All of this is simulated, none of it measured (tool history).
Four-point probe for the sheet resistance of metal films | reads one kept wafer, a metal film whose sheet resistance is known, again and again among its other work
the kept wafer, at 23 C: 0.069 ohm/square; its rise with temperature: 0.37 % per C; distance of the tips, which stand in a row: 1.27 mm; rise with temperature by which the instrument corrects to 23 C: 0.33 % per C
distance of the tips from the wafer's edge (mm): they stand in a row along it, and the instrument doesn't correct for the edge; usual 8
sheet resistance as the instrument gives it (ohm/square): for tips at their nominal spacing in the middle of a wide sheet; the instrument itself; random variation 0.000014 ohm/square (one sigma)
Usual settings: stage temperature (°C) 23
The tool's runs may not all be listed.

run	day	stage temperature (°C)	distance of the tips from the wafer's edge (mm)	sheet resistance as the instrument gives it (ohm/square)
1	0	23	8	0.069616
2	3.288	31	8	0.069817
3	6.55	31	8	0.069802
# day 8.588: stage's thermometer calibrated
4	11.288	30	8	0.069801
5	17.071	21	8	0.069509
# day 18.55: stage's thermometer calibrated, once more
6	22.117	21	13	0.068842
7	25.188	21	13	0.068857
8	27.95	18	34	0.068449

Forecast run 9:
9	33.446	18	34	?

Run 9 gave sheet resistance as the instrument gives it (ohm/square) 0.068463.
Without the tool's hidden state the same run would have given sheet resistance as the instrument gives it (ohm/square) 0.06892.
